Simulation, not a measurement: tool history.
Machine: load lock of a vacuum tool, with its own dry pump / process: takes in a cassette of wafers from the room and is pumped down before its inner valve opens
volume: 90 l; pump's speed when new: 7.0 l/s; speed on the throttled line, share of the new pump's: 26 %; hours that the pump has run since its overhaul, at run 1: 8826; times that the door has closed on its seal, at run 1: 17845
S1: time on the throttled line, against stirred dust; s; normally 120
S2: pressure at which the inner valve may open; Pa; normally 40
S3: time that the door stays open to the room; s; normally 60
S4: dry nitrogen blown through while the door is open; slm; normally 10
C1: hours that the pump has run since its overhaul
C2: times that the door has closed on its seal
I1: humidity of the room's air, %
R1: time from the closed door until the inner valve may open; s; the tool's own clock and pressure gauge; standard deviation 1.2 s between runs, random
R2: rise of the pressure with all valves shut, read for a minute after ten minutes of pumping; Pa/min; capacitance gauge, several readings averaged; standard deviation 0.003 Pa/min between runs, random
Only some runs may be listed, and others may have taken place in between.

run 1 day=0.000 | S1=120 S2=40 S3=60 S4=10 | C1=8826 C2=17845 | I1=42.3 | R1=197.0 R2=0.057
run 2 day=4.800 | S1=120 S2=40 S3=60 S4=10 | C1=8941 C2=18139 | I1=49.6 | R1=198.4 R2=0.066
run 3 day=12.117 | S1=120 S2=40 S3=60 S4=10 | C1=9116 C2=18587 | I1=45.8 | R1=195.1 R2=0.067
run 4 day=21.038 | S1=120 S2=40 S3=58 S4=10 | C1=9331 C2=19133 | I1=47.4 | R1=196.0 R2=0.067
run 5 day=28.421 | S1=199 S2=40 S3=60 S4=10 | C1=9508 C2=19585 | I1=45.0 | R1=254.5 R2=0.069
run 6 day=36.288 | S1=120 S2=40 S3=60 S4=10 | C1=9697 C2=20067 | I1=48.2 | R1=196.5 R2=0.069
run 7 day=40.729 | S1=84 S2=40 S3=60 S4=10 | C1=9803 C2=20338 | I1=42.7 | R1=170.4 R2=0.062
run 8 day=48.046 | S1=120 S2=40 S3=60 S4=10 | C1=9979 C2=20787 | I1=46.1 | R1=195.1 R2=0.071
run 9 day=54.071 | S1=120 S2=40 S3=60 S4=10 | C1=10123 C2=21155 | I1=44.1 | R1=198.7 R2=0.070
run 10 day=61.346 | S1=120 S2=40 S3=60 S4=10 | C1=10298 C2=21601 | I1=45.6 | R1=199.5 R2=0.075
run 11 day=65.300 | S1=120 S2=40 S3=60 S4=10 | C1=10393 C2=21843 | I1=46.4 | R1=197.5 R2=0.072
run 12 day=72.671 | S1=120 S2=40 S3=60 S4=10 | C1=10570 C2=22294 | I1=43.6 | R1=197.8 R2=0.075
run 13 day=80.183 | S1=120 S2=40 S3=60 S4=10 | C1=10750 C2=22754 | I1=42.3 | R1=197.3 R2=0.072
run 14 day=84.592 | S1=62 S2=40 S3=60 S4=10 | C1=10856 C2=23024 | I1=46.6 | R1=156.8 R2=0.076
run 15 day=91.367 | S1=62 S2=40 S3=60 S4=10 | C1=11018 C2=23438 | I1=43.4 | R1=156.9 R2=0.078
run 16 day=98.292 | S1=120 S2=63 S3=60 S4=10 | C1=11185 C2=23862 | I1=41.5 | R1=191.7 R2=0.078
run 17 day=102.779 | S1=94 S2=40 S3=32 S4=16 | C1=11292 C2=24137 | I1=44.3 | R1=179.9 R2=0.071
run 18 day=111.196 | S1=173 S2=31 S3=32 S4=11 | C1=11494 C2=24652 | I1=50.4 | R1=238.8 R2=0.083
run 19 day=114.996 | S1=139 S2=33 S3=35 S4=7 | C1=11586 C2=24885 | I1=44.9 | R1=214.5 R2=0.082
run 20 day=121.592 | S1=173 S2=48 S3=60 S4=10 | C1=11744 C2=25289 | I1=48.1 | R1=234.0 R2=0.094
run 21 day=126.896 | S1=173 S2=48 S3=60 S4=10 | C1=11871 C2=25613 | I1=45.0 | R1=236.2 R2=0.091
run 22 day=132.996 | S1=120 S2=68 S3=67 S4=10 | C1=12018 C2=25987 | I1=47.2 | R1=191.4 R2=0.097
run 23 day=137.221 | S1=120 S2=68 S3=67 S4=10 | C1=12119 C2=26245 | I1=45.4 | R1=190.3 R2=0.089
run 24 day=145.750 | S1=120 S2=68 S3=67 S4=10 | C1=12324 C2=26768 | I1=40.6 | R1=190.8 R2=0.094
run 25 day=150.192 | S1=120 S2=40 S3=167 S4=16 | C1=12430 C2=27039 | I1=44.5 | R1=198.0 R2=0.105
run 26 day=157.479 | S1=120 S2=58 S3=150 S4=18 | C1=12605 C2=27486 | I1=47.0 | R1=194.1 R2=0.107
run 27 day=162.838 | S1=120 S2=58 S3=150 S4=18 | C1=12734 C2=27814 | I1=47.7 | R1=193.2 R2=0.108
run 28 day=169.625 | S1=120 S2=75 S3=89 S4=31 | C1=12897 C2=28229 | I1=43.1 | R1=191.9 R2=0.095
run 29 day=174.667 | S1=120 S2=75 S3=89 S4=31 | C1=13018 C2=28538 | I1=44.1 | R1=191.3 R2=0.093

Alternative continuations, all from the tool just after run 29; predict every row:
run A day=182.750 | S1=120 S2=74 S3=60 S4=5 | C1=13212 C2=29032 | I1=45.1 | R1=? R2=?
run B day=182.750 | S1=120 S2=40 S3=58 S4=6 | C1=13212 C2=29032 | I1=41.3 | R1=? R2=?
run C day=182.750 | S1=120 S2=75 S3=30 S4=7 | C1=13212 C2=29032 | I1=41.8 | R1=? R2=?
run D day=182.750 | S1=65 S2=75 S3=89 S4=31 | C1=13212 C2=29032 | I1=45.7 | R1=? R2=?

run=A R1=191.0 R2=0.103
run=B R1=200.5 R2=0.105
run=C R1=190.7 R2=0.097
run=D R1=152.2 R2=0.097
Had the tool no hidden state, the same runs would have come out as:
run=A R1=182.3 R2=0.026
run=B R1=190.6 R2=0.028
run=C R1=182.0 R2=0.019
run=D R1=141.5 R2=0.019
